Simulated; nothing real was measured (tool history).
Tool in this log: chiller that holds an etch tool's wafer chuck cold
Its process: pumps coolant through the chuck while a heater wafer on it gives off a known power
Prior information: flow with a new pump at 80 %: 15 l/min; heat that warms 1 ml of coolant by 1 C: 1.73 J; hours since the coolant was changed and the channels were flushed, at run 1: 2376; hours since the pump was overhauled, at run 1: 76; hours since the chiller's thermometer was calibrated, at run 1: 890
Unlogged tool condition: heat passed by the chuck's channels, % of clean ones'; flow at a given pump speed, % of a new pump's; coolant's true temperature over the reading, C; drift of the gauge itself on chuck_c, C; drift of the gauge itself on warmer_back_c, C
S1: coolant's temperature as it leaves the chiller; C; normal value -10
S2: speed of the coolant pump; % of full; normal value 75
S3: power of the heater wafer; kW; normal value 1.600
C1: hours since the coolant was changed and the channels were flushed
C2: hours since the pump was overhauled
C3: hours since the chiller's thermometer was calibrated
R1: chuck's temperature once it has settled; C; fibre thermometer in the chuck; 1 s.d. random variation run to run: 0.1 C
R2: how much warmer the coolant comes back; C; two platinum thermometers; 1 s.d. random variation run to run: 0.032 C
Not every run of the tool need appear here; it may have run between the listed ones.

{"run": 1, "hour": 0.0, "S1": -10, "S2": 75, "S3": 1.6, "C1": 2376, "C2": 76, "C3": 890, "R1": 2.7, "R2": 3.94}
{"run": 2, "hour": 23.3, "S1": -10, "S2": 75, "S3": 1.6, "C1": 2399, "C2": 99, "C3": 913, "R1": 2.8, "R2": 3.91}
{"run": 3, "hour": 39.4, "S1": -10, "S2": 75, "S3": 1.6, "C1": 2415, "C2": 115, "C3": 930, "R1": 2.7, "R2": 3.87}
{"run": 4, "hour": 67.0, "S1": -10, "S2": 75, "S3": 1.6, "C1": 2443, "C2": 143, "C3": 957, "R1": 3.0, "R2": 3.98}
{"run": 5, "hour": 98.7, "S1": -17, "S2": 75, "S3": 1.6, "C1": 2474, "C2": 174, "C3": 989, "R1": -4.0, "R2": 3.97}
{"run": 6, "hour": 131.2, "S1": -17, "S2": 75, "S3": 1.6, "C1": 2507, "C2": 207, "C3": 1021, "R1": -4.2, "R2": 3.97}
{"run": 7, "hour": 147.0, "S1": -17, "S2": 75, "S3": 1.6, "C1": 2523, "C2": 223, "C3": 1037, "R1": -4.1, "R2": 3.99}
{"run": 8, "hour": 181.6, "S1": -19, "S2": 75, "S3": 1.6, "C1": 2557, "C2": 257, "C3": 1072, "R1": -6.0, "R2": 3.93}
{"run": 9, "hour": 201.5, "S1": 0, "S2": 93, "S3": 2.324, "C1": 2577, "C2": 277, "C3": 1092, "R1": 16.0, "R2": 4.67}
{"run": 10, "hour": 220.1, "S1": -15, "S2": 61, "S3": 1.586, "C1": 2596, "C2": 296, "C3": 1110, "R1": -0.2, "R2": 4.83}
{"run": 11, "hour": 246.9, "S1": -13, "S2": 75, "S3": 2.08, "C1": 2622, "C2": 322, "C3": 1137, "R1": 3.8, "R2": 5.18}
{"run": 12, "hour": 268.0, "S1": -13, "S2": 63, "S3": 1.524, "C1": 2643, "C2": 344, "C3": 1158, "R1": 1.0, "R2": 4.54}
{"run": 13, "hour": 299.7, "S1": -8, "S2": 83, "S3": 1.23, "C1": 2675, "C2": 375, "C3": 1190, "R1": 1.3, "R2": 2.73}
{"run": 14, "hour": 319.9, "S1": -8, "S2": 83, "S3": 1.23, "C1": 2695, "C2": 395, "C3": 1210, "R1": 1.3, "R2": 2.76}

3 ways to go on from here, each from the tool as it stands after run 14. What would each give?
{"run": "A", "hour": 339.4, "S1": -13, "S2": 83, "S3": 1.23, "C1": 2715, "C2": 415, "C3": 1230, "R1": "?", "R2": "?"}
{"run": "B", "hour": 339.4, "S1": -16, "S2": 81, "S3": 0.821, "C1": 2715, "C2": 415, "C3": 1230, "R1": "?", "R2": "?"}
{"run": "C", "hour": 339.4, "S1": -2, "S2": 71, "S3": 0.957, "C1": 2715, "C2": 415, "C3": 1230, "R1": "?", "R2": "?"}

run=A R1=-3.7 R2=2.74
run=B R1=-9.7 R2=1.86
run=C R1=5.9 R2=2.61
Without the tool's hidden state the same runs would have given:
run=A R1=-4.2 R2=2.70
run=B R1=-10.0 R2=1.83
run=C R1=5.5 R2=2.57
